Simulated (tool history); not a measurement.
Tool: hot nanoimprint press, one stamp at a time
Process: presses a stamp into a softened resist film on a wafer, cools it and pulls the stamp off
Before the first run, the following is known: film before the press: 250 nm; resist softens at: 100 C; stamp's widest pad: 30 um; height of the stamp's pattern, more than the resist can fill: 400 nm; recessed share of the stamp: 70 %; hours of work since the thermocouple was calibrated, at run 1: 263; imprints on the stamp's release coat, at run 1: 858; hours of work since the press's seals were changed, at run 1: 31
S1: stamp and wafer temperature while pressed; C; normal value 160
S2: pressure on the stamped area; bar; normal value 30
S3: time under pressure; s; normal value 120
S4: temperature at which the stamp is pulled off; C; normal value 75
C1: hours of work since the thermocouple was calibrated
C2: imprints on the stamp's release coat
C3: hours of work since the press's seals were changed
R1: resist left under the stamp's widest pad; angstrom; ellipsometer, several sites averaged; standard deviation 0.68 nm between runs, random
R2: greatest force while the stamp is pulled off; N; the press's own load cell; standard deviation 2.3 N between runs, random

run,day,S1,S2,S3,S4,C1,C2,C3,R1,R2
1,0,160,30,120,75,263,858,31,1081,101
2,0.904,160,30,120,75,280,957,48,1085,104
3,2.408,160,30,120,75,308,1121,76,1080,105
4,3.046,160,30,120,75,320,1190,88,1082,105
5,4.133,160,30,120,78,340,1309,108,1084,98
# day 4.604: plate thermocouple calibrated
6,5.725,160,30,120,78,21,1469,136,1090,97
# day 6.696: stamp cleaned and given a new release coat
7,7.533,160,30,120,78,50,91,165,1087,97
8,8.321,160,30,120,78,65,177,180,1080,93
9,9.779,160,30,120,78,92,336,207,1088,99
10,11.25,160,30,120,79,120,496,235,1097,98
11,12.717,160,30,120,79,148,657,262,1083,98
12,13.379,160,23.9,69,75,160,729,275,1451,101
13,14.7,160,27.7,129,75,185,873,299,1099,105
14,15.567,168,30,120,75,201,968,316,662,105
15,16.246,168,30,120,75,214,1042,328,655,107
16,17.633,168,30,86,75,240,1193,354,767,100
17,18.683,169,46.9,70,61,259,1307,374,647,131
18,19.812,148,46.9,193,61,281,1431,395,1610,132
19,20.7,148,46.9,89,65,297,1528,412,1952,125
# day 21.2: stamp cleaned and given a new release coat
20,21.912,160,30,76,75,315,77,430,1303,107
21,22.971,160,34.6,120,65,335,193,450,1031,119
# day 23.646: plate thermocouple calibrated
22,24.608,152,27.1,120,75,18,358,478,1743,106

Hidden condition of the tool, last listed run before each entry between runs versus first listed run after:
Runs 5 to 6: plate thermocouple calibrated (day 4.604)
  true temperature over the reading, C: 0.04 -> 0; pressure that arrives at the usual setting, %: 99.99 -> 99.98; grip of the stamp's worn release coat, % over a new coat's: 1.2 -> 1.3
Runs 6 to 7: stamp cleaned and given a new release coat (day 6.696)
  true temperature over the reading, C: 0 -> 0.01; grip of the stamp's worn release coat, % over a new coat's: 1.3 -> 0.1
Runs 19 to 20: stamp cleaned and given a new release coat (day 21.2)
  grip of the stamp's worn release coat, % over a new coat's: 1.4 -> 0.1
Runs 21 to 22: plate thermocouple calibrated (day 23.646)
  true temperature over the reading, C: 0.04 -> 0; pressure that arrives at the usual setting, %: 99.93 -> 99.92; grip of the stamp's worn release coat, % over a new coat's: 0.2 -> 0.3
